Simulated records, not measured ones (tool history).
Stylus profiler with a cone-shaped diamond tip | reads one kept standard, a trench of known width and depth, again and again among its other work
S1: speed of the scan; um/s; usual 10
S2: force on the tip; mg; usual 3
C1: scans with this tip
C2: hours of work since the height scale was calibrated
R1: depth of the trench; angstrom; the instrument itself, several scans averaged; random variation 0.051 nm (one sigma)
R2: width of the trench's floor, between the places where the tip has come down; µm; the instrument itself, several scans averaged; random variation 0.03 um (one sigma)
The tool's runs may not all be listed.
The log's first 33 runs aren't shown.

run 34 hour=1584.3 | S1=14 S2=6.47 | C1=3873 C2=282 | R1=1028.3 R2=18.44
run 35 hour=1615.1 | S1=5 S2=7.57 | C1=4168 C2=304 | R1=1032.3 R2=18.5
run 36 hour=1669.7 | S1=11 S2=7.38 | C1=4691 C2=342 | R1=1031.6 R2=18.43
run 37 hour=1700.9 | S1=4 S2=2.43 | C1=4989 C2=364 | R1=1013.7 R2=18.42
run 38 hour=1754.8 | S1=26 S2=8.48 | C1=5505 C2=401 | R1=1033.6 R2=18.39
run 39 hour=1819.2 | S1=26 S2=8.48 | C1=6121 C2=446 | R1=1033.7 R2=18.32
run 40 hour=1858.4 | S1=26 S2=8.48 | C1=6496 C2=474 | R1=1033.9 R2=18.33
run 41 hour=1885.7 | S1=13 S2=3.43 | C1=6758 C2=493 | R1=1017.2 R2=18.3
run 42 hour=1933.7 | S1=13 S2=3.43 | C1=7217 C2=526 | R1=1017.5 R2=18.3
run 43 hour=1996.4 | S1=4 S2=1.94 | C1=7817 C2=570 | R1=1010.8 R2=18.35
run 44 hour=2042.9 | S1=10 S2=7.33 | C1=8262 C2=602 | R1=1030.4 R2=18.29
run 45 hour=2074.9 | S1=14 S2=4.66 | C1=8568 C2=625 | R1=1023.1 R2=18.27

4 ways to go on from here, each from the tool as it stands after run 45. What would each give?
run A hour=2110.9 | S1=29 S2=3.03 | C1=8913 C2=650 | R1=? R2=?
run B hour=2110.9 | S1=17 S2=2.22 | C1=8913 C2=650 | R1=? R2=?
run C hour=2110.9 | S1=3 S2=3 | C1=8913 C2=650 | R1=? R2=?
run D hour=2110.9 | S1=3 S2=1.61 | C1=8913 C2=650 | R1=? R2=?

run=A R1=1015.5 R2=18.22
run=B R1=1012.3 R2=18.22
run=C R1=1015.7 R2=18.31
run=D R1=1009.5 R2=18.22
Without the tool's hidden state the same runs would have given:
run=A R1=1018.2 R2=18.51
run=B R1=1015 R2=18.52
run=C R1=1018.4 R2=18.6
run=D R1=1012.2 R2=18.51

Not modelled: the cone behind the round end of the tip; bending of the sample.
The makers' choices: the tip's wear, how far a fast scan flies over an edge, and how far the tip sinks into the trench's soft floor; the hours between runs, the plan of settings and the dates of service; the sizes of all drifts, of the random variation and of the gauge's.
